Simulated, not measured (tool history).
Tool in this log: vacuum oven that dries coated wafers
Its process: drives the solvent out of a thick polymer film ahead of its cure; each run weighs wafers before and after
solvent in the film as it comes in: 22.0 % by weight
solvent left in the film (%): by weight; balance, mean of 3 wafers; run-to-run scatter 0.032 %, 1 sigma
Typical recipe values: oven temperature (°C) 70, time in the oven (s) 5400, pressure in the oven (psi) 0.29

run    hour  oven temperature (°C)  time in the oven (s)  pressure in the oven (psi)  solvent left in the film (%)
  1       0                     70                  5400                        0.29                          3.49
  2      98                     70                  5400                        0.29                          3.48
      198.2  -- oven's thermocouples calibrated
  3   198.2                     70                  5400                        0.29                          3.43
  4   246.5                     70                  5400                        0.29                          3.35
  5   307.8                     70                  5400                       0.616                          4.22
  6   373.6                     80                  5400                        0.29                           1.3
      406.9  -- oven's thermocouples calibrated, once more
  7   453.4                     80                  5400                        0.29                          1.55
  8   556.1                     70                  5400                        0.29                          3.83
  9   626.2                     70                  5400                        0.29                          3.83
 10     689                     60                  5400                        0.29                          7.22
 11   745.2                     60                  5400                        0.29                          7.31
 12   823.4                     60                  8400                        0.29                          4.67
 13     928                     60                  8400                        0.29                          4.62
 14  1015.8                     65                  5400                        0.29                          5.25
 15  1119.7                     65                  5400                        0.29                          5.18
 16  1168.2                     70                  5400                        0.29                          3.53
 17    1271                     70                  5400                        0.29                          3.53
 18  1325.7                     70                  5400                       0.348                          3.71
 19  1397.7                     70                  5400                       0.656                          4.55
 20  1455.5                     70                  5400                        0.29                          3.47
 21  1522.3                     70                  5400                        0.29                           3.5
 22    1570                     70                  5400                        0.29                          3.47
     1600.7  -- oven's thermocouples calibrated
 23  1669.7                     70                  5400                        0.95                          6.12
 24    1715                     70                  5400                        0.95                          6.17
 25  1765.7                     70                  8460                        0.29                           2.3
 26  1834.6                     70                  8460                        0.29                          2.25
 27    1918                     70                  8460                        0.29                          2.25
 28  1969.3                     77                  4920                       0.566                          3.21
 29  2038.3                     70                  9540                        0.78                          3.46
 30  2097.4                     80                  5400                        0.37                           1.8
 31  2156.6                     81                  9300                       0.395                             1
 32  2261.3                     81                  9300                       0.395                             1
 33  2345.4                     76                  4020                       0.889                          4.96
 34  2413.4                     64                  8040                       0.922                          6.14
 35  2494.4                     70                  5400                       0.558                          4.58

Estimate the outcome of run 36 from the log above:
 36  2572.3                     61                  8640                       0.281                             ?

solvent left in the film (%): 4.26
Were there no unlogged condition in the tool, this run, its random variation unchanged, would have produced solvent left in the film (%) 4.38.

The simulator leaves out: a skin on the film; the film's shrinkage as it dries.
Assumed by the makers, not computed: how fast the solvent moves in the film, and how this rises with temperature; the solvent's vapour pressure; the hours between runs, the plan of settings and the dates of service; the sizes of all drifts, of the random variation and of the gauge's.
